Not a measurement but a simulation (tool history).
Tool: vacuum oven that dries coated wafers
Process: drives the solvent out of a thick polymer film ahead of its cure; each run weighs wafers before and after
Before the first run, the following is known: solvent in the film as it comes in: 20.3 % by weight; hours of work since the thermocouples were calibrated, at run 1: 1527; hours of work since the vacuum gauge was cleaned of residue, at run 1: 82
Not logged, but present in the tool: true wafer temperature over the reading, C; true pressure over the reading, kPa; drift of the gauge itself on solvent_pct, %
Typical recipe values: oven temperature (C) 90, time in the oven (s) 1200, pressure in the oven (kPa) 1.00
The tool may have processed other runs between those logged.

run   hour  oven temperature (C)  time in the oven (s)  pressure in the oven (kPa)  hours of work since the thermocouples were calibrated  hours of work since the vacuum gauge was cleaned of residue  solvent left in the film (%)
  1    0.0                    90                  1200                        1.00                                                   1527                                                           82                          1.01
  2    6.5                    90                  1200                        1.00                                                   1531                                                           86                          1.05
  3   18.6                    90                  1200                        1.00                                                   1538                                                           93                          1.00
  4   24.9                    90                  1200                        1.00                                                   1542                                                           96                          1.00
  5   34.6                    90                  2100                        1.00                                                   1547                                                          102                          0.62
  6   40.7                    90                  2100                        1.46                                                   1551                                                          105                          0.92
  7   49.1                    90                  1200                        1.00                                                   1556                                                          110                          1.05
  8   62.1                    90                   960                        1.00                                                   1563                                                          118                          1.42
  9   69.0                    80                  1200                        1.00                                                   1567                                                          122                          3.10
 10   77.7                    80                  1200                        1.00                                                   1572                                                          127                          3.10
 11   90.1                    90                  1200                        1.00                                                   1580                                                          134                          1.07
 12  101.6                    90                  1200                        1.00                                                   1586                                                          141                          0.99
 13  114.9                    90                  1200                        1.00                                                   1594                                                          149                          0.98
 14  128.0                    90                  1200                        1.00                                                   1602                                                          156                          0.98
 15  134.0                    90                  1200                        1.00                                                   1605                                                          160                          0.96
 16  146.1                    90                  1200                        1.00                                                   1612                                                          167                          1.02
 17  154.6                    84                  1200                        1.00                                                   1617                                                          172                          1.92
 18  166.3                    84                  1200                        0.56                                                   1624                                                          178                          1.65
 19  177.6                    84                   720                        0.56                                                   1630                                                          185                          3.94
 20  190.0                    84                   720                        0.56                                                   1638                                                          192                          3.92
 21  200.2                    84                   720                        0.56                                                   1644                                                          198                          3.95
 22  207.8                    84                   720                        0.56                                                   1648                                                          203                          3.87
 23  217.3                    84                   720                        0.56                                                   1654                                                          208                          3.89
 24  226.1                    84                   720                        0.56                                                   1659                                                          213                          3.89
 25  232.3                   102                   780                        2.55                                                   1662                                                          217                          1.04
 26  240.8                    93                  2040                        1.01                                                   1667                                                          222                          0.60
 27  247.6                    93                  2040                        1.01                                                   1671                                                          226                          0.60
 28  258.8                    90                  1740                        2.64                                                   1678                                                          232                          1.64
 29  270.4                    82                   720                        2.64                                                   1684                                                          239                          5.89
 30  280.4                    82                   720                        2.64                                                   1690                                                          245                          5.89
 31  292.8                    82                   720                        2.64                                                   1697                                                          252                          5.88
 32  303.1                    83                  1560                        0.60                                                   1703                                                          258                          1.20
     316.5  -- oven's thermocouples calibrated
 33  317.5                    83                  1560                        0.60                                                      1                                                          265                          1.88
 34  328.3                    79                  1200                        0.93                                                      7                                                          271                          4.49
 35  339.2                    79                  1200                        0.93                                                     13                                                          278                          4.47
 36  347.0                    97                  1140                        0.93                                                     18                                                          282                          0.72
 37  360.5                    86                  1200                        1.00                                                     26                                                          290                          2.30
 38  366.1                    86                  1200                        1.00                                                     29                                                          293                          2.34
 39  378.9                    96                   840                        1.00                                                     36                                                          301                          1.27
 40  385.3                    96                   840                        1.00                                                     40                                                          305                          1.27
 41  394.1                    96                  1800                        1.17                                                     45                                                          310                          0.65
 42  400.0                    96                   960                        1.70                                                     49                                                          313                          1.36
 43  409.3                    84                   840                        1.70                                                     54                                                          319                          4.93
 44  421.5                    84                   840                        1.70                                                     61                                                          326                          4.98
 45  430.6                    84                   840                        1.70                                                     66                                                          331                          4.98
 46  443.1                    77                   840                        3.50                                                     74                                                          338                          9.18
 47  449.7                    77                   840                        3.50                                                     77                                                          342                          9.20

How the hidden state differs across the entries between the runs, from the last listed run before each to the first after it:
From run 32 to run 33: oven's thermocouples calibrated (hour 316.5)
  true wafer temperature over the reading, C: 3.3 -> -0.03; true pressure over the reading, kPa: 0.07 -> 0.071
  the result without the hidden state subtracted from the measured one, solvent left in the film (%): -0.58 -> +0.07

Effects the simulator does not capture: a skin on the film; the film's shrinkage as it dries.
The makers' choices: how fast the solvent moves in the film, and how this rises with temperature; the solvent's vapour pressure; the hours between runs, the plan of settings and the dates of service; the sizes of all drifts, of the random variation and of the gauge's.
